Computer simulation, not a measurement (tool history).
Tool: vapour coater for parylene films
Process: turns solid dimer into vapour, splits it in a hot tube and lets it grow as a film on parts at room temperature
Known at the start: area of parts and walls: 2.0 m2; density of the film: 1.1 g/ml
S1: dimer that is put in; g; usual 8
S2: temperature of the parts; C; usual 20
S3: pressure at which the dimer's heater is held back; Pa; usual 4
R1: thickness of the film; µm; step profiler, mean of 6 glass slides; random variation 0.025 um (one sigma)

| run | hour | S1 | S2 | S3 | R1 |
|---|---|---|---|---|---|
| 1 | 0 | 8 | 20 | 4 | 2.86 |
| 2 | 17.8 | 8 | 20 | 4 | 2.87 |
| 3 | 38 | 10 | 20 | 4 | 3.64 |
| 4 | 61.5 | 10 | 20 | 4 | 3.61 |
|  | 76.8 | trap's valve overhauled |
| 5 | 87.6 | 8 | 20 | 4 | 2.91 |
| 6 | 108.3 | 8 | 23 | 4 | 2.65 |
| 7 | 126.4 | 8 | 27 | 4 | 2.22 |
| 8 | 141.9 | 8 | 20 | 4 | 2.96 |
| 9 | 163.8 | 8 | 20 | 4 | 2.88 |
| 10 | 188.9 | 8 | 20 | 4 | 2.9 |
| 11 | 213.5 | 5 | 20 | 4 | 1.81 |
| 12 | 240.1 | 5 | 20 | 4 | 1.83 |
| 13 | 261.7 | 8 | 20 | 4 | 2.93 |
| 14 | 287.7 | 8 | 20 | 4 | 2.9 |
| 15 | 306.9 | 8 | 20 | 4 | 2.91 |
| 16 | 334.4 | 4 | 20 | 4 | 1.48 |
| 17 | 351.8 | 8 | 20 | 4 | 2.92 |
| 18 | 371.2 | 8 | 12 | 3.13 | 3.58 |

Forecast run 19:
| 19 | 393.7 | 8 | 12 | 3.13 | ? |

{"run 19": {"R1": 3.53}}
Without the tool's hidden state the same run would have given R1 3.54 µm.
